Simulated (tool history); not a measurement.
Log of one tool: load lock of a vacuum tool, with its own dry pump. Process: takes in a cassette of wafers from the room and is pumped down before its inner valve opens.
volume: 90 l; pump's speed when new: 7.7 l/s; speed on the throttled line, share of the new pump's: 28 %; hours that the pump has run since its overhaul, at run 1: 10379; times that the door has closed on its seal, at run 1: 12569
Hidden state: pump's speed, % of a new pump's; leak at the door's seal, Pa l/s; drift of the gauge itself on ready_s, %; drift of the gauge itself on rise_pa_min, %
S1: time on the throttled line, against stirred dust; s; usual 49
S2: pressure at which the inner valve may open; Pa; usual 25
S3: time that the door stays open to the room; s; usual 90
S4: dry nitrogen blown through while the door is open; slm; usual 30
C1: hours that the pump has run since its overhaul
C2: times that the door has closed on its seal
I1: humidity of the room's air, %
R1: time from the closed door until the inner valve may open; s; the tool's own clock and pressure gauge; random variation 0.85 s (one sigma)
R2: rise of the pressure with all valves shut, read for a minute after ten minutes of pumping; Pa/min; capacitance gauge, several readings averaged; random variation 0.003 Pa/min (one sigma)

run     hour  S1  S2   S3  S4     C1     C2    I1     R1     R2
  1        0  49  25   90  30  10379  12569    46    152  0.169
        77.5  -- dry pump taken out, an overhauled one fitted
  2      281  45  25   90  30    204  13808  47.4  130.8  0.189
  3    481.8  49  25   90  30    404  14713  43.4  134.5  0.204
  4    735.2  49  46   90  30    658  15855  44.2  127.5  0.234
  5     1137  49  46   90  30   1059  17665    46  128.6   0.26
  6   1482.3  49  46   65  30   1405  19221    48  128.6  0.295
  7     1670  49  46   65  30   1593  20067  48.2  128.3   0.32
  8   2079.2  49  46   30  30   2002  21910  43.6  130.9  0.353
  9   2487.3  49  46   30  30   2410  23749  44.7  128.9  0.403
 10   2868.3  49  46   30  30   2791  25466  47.3  130.7  0.443
 11   3193.3  49  46   30  30   3116  26930  42.8  131.8  0.476
 12     3566  49  25   90  30   3489  28610  45.8  138.8  0.528
 13   3793.6  49  25   90  30   3716  29635  45.4  139.3  0.567
 14     4089  49  25   90  30   4012  30966  42.8  140.5    0.6
 15   4508.1  49  34   90  30   4431  32855  46.2  136.4  0.669
      4545.3  -- door's seal changed, seat wiped
 16     4814  49  34   90  30   4735   1211  42.2  137.3  0.022
 17   5176.6  49  20   90  30   5098   2845  44.3  146.1  0.037
 18     5501  49  20   90  30   5422   4307  43.2  147.6  0.049
 19   5772.7  33  20   90  30   5694   5531  48.5  136.4  0.058
 20     6156  73  27  216  30   6077   7258  43.5    162  0.087
 21   6416.7  49  25  166  13   6338   8433    50  145.1  0.111
 22   6758.7  49  25  166  13   6680   9973  45.6  147.2  0.124
 23   7210.7  49  25  166  13   7132  12010  46.7  146.6  0.148
 24   7501.4  49  32   90  30   7422  13320  42.3  144.1  0.152
 25   7839.8  26  32   90  30   7761  14845  44.2  130.8  0.175
 26   8203.8  26  32   90  30   8125  16485  46.8  130.1  0.212
 27   8621.6  26  34   36  34   8543  18367  44.7  129.9   0.24
 28   9040.8  26  34   36  34   8962  20256  48.9  132.7  0.275
 29   9438.7  62  25   90  30   9360  22049  44.3    160  0.325
 30   9786.3  94  39  108  34   9707  23615  47.5  175.7  0.358
 31  10097.5  49  19   60  30  10019  25018  47.8  157.5  0.385
 32  10389.4  25  19  103   4  10310  26333  45.1  143.5  0.453
       10532  -- dry pump taken out, an overhauled one fitted
 33  10741.1  54  25   73  30    209  27890  46.9  136.3  0.467
 34  10987.2  49  20   90  30    455  28999  46.8  135.2  0.505
 35  11238.7  49  20   90  30    707  30132  46.9  137.3  0.543

Forecast each of these 4 alternatives for the next run:
  A  11604.9  31  20  90  30  1073  31782  45.1   ?   ?
  B  11604.9  28  25  90   6  1073  31782  43.9   ?   ?
  C  11604.9  52  41  45  30  1073  31782  42.3   ?   ?
  D  11604.9  80  25  68   7  1073  31782  45.6   ?   ?

run     R1     R2
  A  124.8  0.593
  B  120.7  0.598
  C    131  0.587
  D  155.4   0.61
Without the tool's hidden state the same runs would have given:
run     R1     R2
  A  122.4  0.015
  B  118.6  0.026
  C  129.2  0.011
  D  153.6  0.029

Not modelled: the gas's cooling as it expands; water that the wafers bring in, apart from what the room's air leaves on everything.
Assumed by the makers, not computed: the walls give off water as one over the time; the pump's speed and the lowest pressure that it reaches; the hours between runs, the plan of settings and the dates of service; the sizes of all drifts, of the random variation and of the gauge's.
